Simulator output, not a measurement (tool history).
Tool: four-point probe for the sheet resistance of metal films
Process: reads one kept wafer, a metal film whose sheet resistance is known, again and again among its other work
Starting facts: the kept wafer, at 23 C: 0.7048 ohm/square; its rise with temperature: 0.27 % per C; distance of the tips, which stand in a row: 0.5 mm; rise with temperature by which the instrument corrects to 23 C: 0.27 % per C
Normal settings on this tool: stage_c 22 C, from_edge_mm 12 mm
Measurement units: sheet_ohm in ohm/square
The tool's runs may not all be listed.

Run 1, hour 0: usual settings. Result: sheet_ohm 0.710371 ohm/square.
Run 2, hour 66.2: usual settings but stage_c 26 C. Result: sheet_ohm 0.710655 ohm/square.
Run 3, hour 103.3: usual settings. Result: sheet_ohm 0.710769 ohm/square.
Run 4, hour 140.9: usual settings. Result: sheet_ohm 0.710965 ohm/square.
Run 5, hour 211.8: usual settings but stage_c 19 C. Result: sheet_ohm 0.711328 ohm/square.
Run 6, hour 273.4: usual settings but stage_c 33 C. Result: sheet_ohm 0.711325 ohm/square.
Run 7, hour 336.5: usual settings but stage_c 19 C. Result: sheet_ohm 0.712487 ohm/square.
Run 8, hour 374.9: usual settings but from_edge_mm 6 mm. Result: sheet_ohm 0.714336 ohm/square.
Run 9, hour 443.9: usual settings. Result: sheet_ohm 0.712384 ohm/square.
Run 10, hour 481.1: usual settings but from_edge_mm 22 mm. Result: sheet_ohm 0.712348 ohm/square.
Run 11, hour 528.2: usual settings but from_edge_mm 22 mm. Result: sheet_ohm 0.712696 ohm/square.
Run 12, hour 589.5: usual settings but from_edge_mm 22 mm. Result: sheet_ohm 0.712896 ohm/square.
Run 13, hour 640.7: usual settings but from_edge_mm 22 mm. Result: sheet_ohm 0.713147 ohm/square.
Run 14, hour 684.9: usual settings but stage_c 19 C, from_edge_mm 22 mm. Result: sheet_ohm 0.713565 ohm/square.
Run 15, hour 717.8: usual settings but stage_c 27 C. Result: sheet_ohm 0.713755 ohm/square.
Run 16, hour 789.6: usual settings but stage_c 27 C. Result: sheet_ohm 0.714396 ohm/square.
Run 17, hour 841.3: usual settings but stage_c 27 C. Result: sheet_ohm 0.714558 ohm/square.
At hour 854.9: new probe head fitted.
Run 18, hour 878.5: usual settings but stage_c 27 C. Result: sheet_ohm 0.704217 ohm/square.
Run 19, hour 929.8: usual settings but from_edge_mm 8 mm. Result: sheet_ohm 0.705139 ohm/square.
Run 20, hour 1000.9: usual settings but from_edge_mm 8 mm. Result: sheet_ohm 0.705731 ohm/square.
Run 21, hour 1050.4: usual settings. Result: sheet_ohm 0.70508 ohm/square.
Run 22, hour 1118.4: usual settings. Result: sheet_ohm 0.705423 ohm/square.
Run 23, hour 1148.8: usual settings. Result: sheet_ohm 0.705662 ohm/square.
Run 24, hour 1181.9: usual settings but stage_c 25 C, from_edge_mm 10 mm. Result: sheet_ohm 0.706166 ohm/square.
Run 25, hour 1217.1: usual settings but stage_c 31 C, from_edge_mm 47 mm. Result: sheet_ohm 0.705056 ohm/square.
Run 26, hour 1248.2: usual settings but stage_c 31 C, from_edge_mm 47 mm. Result: sheet_ohm 0.705406 ohm/square.
Run 27, hour 1299.1: usual settings but from_edge_mm 30 mm. Result: sheet_ohm 0.705727 ohm/square.
Run 28, hour 1345.1: usual settings but stage_c 18 C, from_edge_mm 4 mm. Result: sheet_ohm 0.711839 ohm/square.
Run 29, hour 1400.6: usual settings but stage_c 18 C, from_edge_mm 4 mm. Result: sheet_ohm 0.712374 ohm/square.
Run 30, hour 1452: usual settings but stage_c 24 C. Result: sheet_ohm 0.707197 ohm/square.
Run 31, hour 1499.9: usual settings but stage_c 21 C. Result: sheet_ohm 0.707239 ohm/square.
Run 32, hour 1564.4: usual settings but stage_c 19 C, from_edge_mm 21 mm. Result: sheet_ohm 0.707318 ohm/square.
Run 33, hour 1635.4: usual settings but stage_c 19 C, from_edge_mm 21 mm. Result: sheet_ohm 0.707482 ohm/square.
Run 34, hour 1699.1: usual settings but stage_c 35 C, from_edge_mm 58 mm. Result: sheet_ohm 0.707218 ohm/square.
Run 35, hour 1756: usual settings but stage_c 35 C, from_edge_mm 58 mm. Result: sheet_ohm 0.707268 ohm/square.
Run 36, hour 1820.4: usual settings but stage_c 35 C, from_edge_mm 58 mm. Result: sheet_ohm 0.707532 ohm/square.
Run 37, hour 1891.3: usual settings but stage_c 35 C, from_edge_mm 58 mm. Result: sheet_ohm 0.708159 ohm/square.
Run 38, hour 1931.1: usual settings but stage_c 35 C, from_edge_mm 58 mm. Result: sheet_ohm 0.708311 ohm/square.
At hour 1973.1: stage's thermometer calibrated.
Run 39, hour 2002.7: usual settings but stage_c 35 C, from_edge_mm 58 mm. Result: sheet_ohm 0.709357 ohm/square.
Run 40, hour 2070: usual settings but stage_c 34 C, from_edge_mm 17 mm. Result: sheet_ohm 0.71001 ohm/square.
Run 41, hour 2112: usual settings but stage_c 34 C, from_edge_mm 17 mm. Result: sheet_ohm 0.710208 ohm/square.
Run 42, hour 2180.8: usual settings but stage_c 21 C. Result: sheet_ohm 0.711299 ohm/square.
Run 43, hour 2215.1: usual settings but stage_c 25 C, from_edge_mm 6 mm. Result: sheet_ohm 0.713133 ohm/square.
Run 44, hour 2288.3: usual settings but stage_c 25 C, from_edge_mm 6 mm. Result: sheet_ohm 0.713576 ohm/square.
Run 45, hour 2344.1: usual settings but stage_c 27 C, from_edge_mm 17 mm. Result: sheet_ohm 0.711362 ohm/square.
Run 46, hour 2394: usual settings but stage_c 27 C, from_edge_mm 7 mm. Result: sheet_ohm 0.713282 ohm/square.

Predict each of these 3 candidate next runs independently; none follows another, all start after run 46:
Run A, hour 2429.7: usual settings but stage_c 24 C, from_edge_mm 7 mm. Result: sheet_ohm ?.
Run B, hour 2429.7: usual settings but stage_c 21 C, from_edge_mm 7 mm. Result: sheet_ohm ?.
Run C, hour 2429.7: usual settings but stage_c 20 C. Result: sheet_ohm ?.

run  sheet_ohm
  A   0.714109
  B    0.71367
  C   0.712712
Had the tool no hidden state, the same runs would have come out as:
run  sheet_ohm
  A   0.707098
  B   0.706665
  C   0.705715
